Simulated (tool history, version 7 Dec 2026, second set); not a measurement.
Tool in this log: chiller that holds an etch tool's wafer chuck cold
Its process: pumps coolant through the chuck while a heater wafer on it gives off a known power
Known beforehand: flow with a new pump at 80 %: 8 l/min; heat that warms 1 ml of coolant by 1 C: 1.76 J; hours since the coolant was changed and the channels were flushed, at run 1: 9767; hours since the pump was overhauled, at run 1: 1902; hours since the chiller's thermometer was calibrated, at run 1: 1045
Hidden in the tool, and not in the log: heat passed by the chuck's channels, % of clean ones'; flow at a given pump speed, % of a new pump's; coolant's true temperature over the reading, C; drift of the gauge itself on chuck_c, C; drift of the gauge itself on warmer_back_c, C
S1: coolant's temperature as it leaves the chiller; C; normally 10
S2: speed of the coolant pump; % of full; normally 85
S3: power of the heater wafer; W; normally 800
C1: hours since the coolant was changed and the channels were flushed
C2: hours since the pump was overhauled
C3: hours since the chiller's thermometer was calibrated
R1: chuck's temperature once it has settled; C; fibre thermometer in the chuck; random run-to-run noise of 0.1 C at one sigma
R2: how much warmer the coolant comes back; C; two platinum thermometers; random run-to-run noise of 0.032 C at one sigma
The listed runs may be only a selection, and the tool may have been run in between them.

run 1 hour=0 | S1=10 S2=85 S3=800 | C1=9767 C2=1902 C3=1045 | R1=17.3 R2=3.18
run 2 hour=49.2 | S1=10 S2=85 S3=800 | C1=9816 C2=1951 C3=1094 | R1=17.1 R2=3.2
-- hour=97.9 coolant changed, channels flushed
run 3 hour=97.9 | S1=5 S2=85 S3=800 | C1=0 C2=1994 C3=1137 | R1=11.5 R2=3.21
run 4 hour=170.4 | S1=10 S2=85 S3=800 | C1=72 C2=2066 C3=1210 | R1=16.6 R2=3.2
run 5 hour=221.9 | S1=10 S2=85 S3=800 | C1=124 C2=2118 C3=1261 | R1=16.6 R2=3.26
run 6 hour=283.2 | S1=10 S2=85 S3=800 | C1=185 C2=2179 C3=1322 | R1=16.5 R2=3.18
run 7 hour=336.9 | S1=10 S2=95 S3=800 | C1=239 C2=2233 C3=1376 | R1=15.8 R2=2.9
run 8 hour=392.3 | S1=10 S2=85 S3=628 | C1=294 C2=2288 C3=1431 | R1=15 R2=2.57
run 9 hour=431.3 | S1=10 S2=85 S3=628 | C1=333 C2=2327 C3=1470 | R1=15.1 R2=2.54
run 10 hour=502.4 | S1=10 S2=85 S3=628 | C1=404 C2=2398 C3=1542 | R1=15 R2=2.56
run 11 hour=565.3 | S1=10 S2=85 S3=628 | C1=467 C2=2461 C3=1605 | R1=15.3 R2=2.55
run 12 hour=604.4 | S1=10 S2=85 S3=628 | C1=506 C2=2500 C3=1644 | R1=15.3 R2=2.54
run 13 hour=648.6 | S1=10 S2=85 S3=628 | C1=551 C2=2545 C3=1688 | R1=15 R2=2.52
-- hour=656.5 chiller's thermometer calibrated
run 14 hour=712.9 | S1=12 S2=85 S3=800 | C1=614 C2=2608 C3=56 | R1=18.5 R2=3.26
run 15 hour=768.7 | S1=12 S2=85 S3=800 | C1=670 C2=2664 C3=112 | R1=18.7 R2=3.2
-- hour=776 chiller's thermometer calibrated, once more
run 16 hour=825.2 | S1=12 S2=85 S3=800 | C1=725 C2=2719 C3=49 | R1=18.6 R2=3.21
run 17 hour=861.4 | S1=12 S2=85 S3=800 | C1=761 C2=2755 C3=85 | R1=18.6 R2=3.22
run 18 hour=913 | S1=12 S2=70 S3=439 | C1=813 C2=2807 C3=137 | R1=16.2 R2=2.18
run 19 hour=974.9 | S1=12 S2=70 S3=439 | C1=875 C2=2869 C3=199 | R1=16.3 R2=2.23
run 20 hour=1040.1 | S1=10 S2=85 S3=1004 | C1=940 C2=2934 C3=264 | R1=18.3 R2=4.03
run 21 hour=1095.5 | S1=16 S2=65 S3=800 | C1=996 C2=2989 C3=320 | R1=24.5 R2=4.31
run 22 hour=1134.3 | S1=16 S2=65 S3=800 | C1=1034 C2=3028 C3=358 | R1=24.6 R2=4.31
run 23 hour=1188.4 | S1=13 S2=66 S3=970 | C1=1088 C2=3082 C3=412 | R1=23.2 R2=5.22
run 24 hour=1255.4 | S1=10 S2=66 S3=422 | C1=1155 C2=3149 C3=479 | R1=14.5 R2=2.28
run 25 hour=1323.9 | S1=17 S2=70 S3=429 | C1=1224 C2=3218 C3=548 | R1=21.4 R2=2.12
run 26 hour=1399.2 | S1=17 S2=70 S3=429 | C1=1299 C2=3293 C3=623 | R1=21.1 R2=2.11
run 27 hour=1436.4 | S1=17 S2=70 S3=429 | C1=1336 C2=3330 C3=660 | R1=21.4 R2=2.17
run 28 hour=1499.1 | S1=3 S2=72 S3=800 | C1=1399 C2=3393 C3=723 | R1=10.7 R2=3.91
run 29 hour=1535 | S1=3 S2=71 S3=800 | C1=1435 C2=3429 C3=759 | R1=10.9 R2=3.89
run 30 hour=1608.4 | S1=16 S2=90 S3=800 | C1=1508 C2=3502 C3=832 | R1=22.2 R2=3.09
run 31 hour=1657.7 | S1=16 S2=90 S3=800 | C1=1558 C2=3552 C3=882 | R1=22.4 R2=3.04

How would selected steps in R1 from run to run divide? Give the signed amount a tool lacking its hidden state would still show from settings, what came in and random variation, and the signed amount left for the hidden state, including any gauge scatter that is not in both of the compared results.
Run 1 -> 2: nothing adjusted, nothing logged. R1 -0.2 C: hidden state -0.1, all else -0.1.
Run 2 -> 3: S1 10 -> 5, coolant changed, channels flushed. R1 -5.6 C: hidden state -0.7, all else -4.9.
Run 23 -> 24: S1 13 -> 10, S3 970 -> 422. R1 -8.7 C: hidden state -0.1, all else -8.6.
Run 27 -> 28: S1 17 -> 3, S2 70 -> 72, S3 429 -> 800. R1 -10.7 C: hidden state +0.2, all else -10.9.
Run 29 -> 30: S1 3 -> 16, S2 71 -> 90. R1 +11.3 C: hidden state +0, all else +11.3.
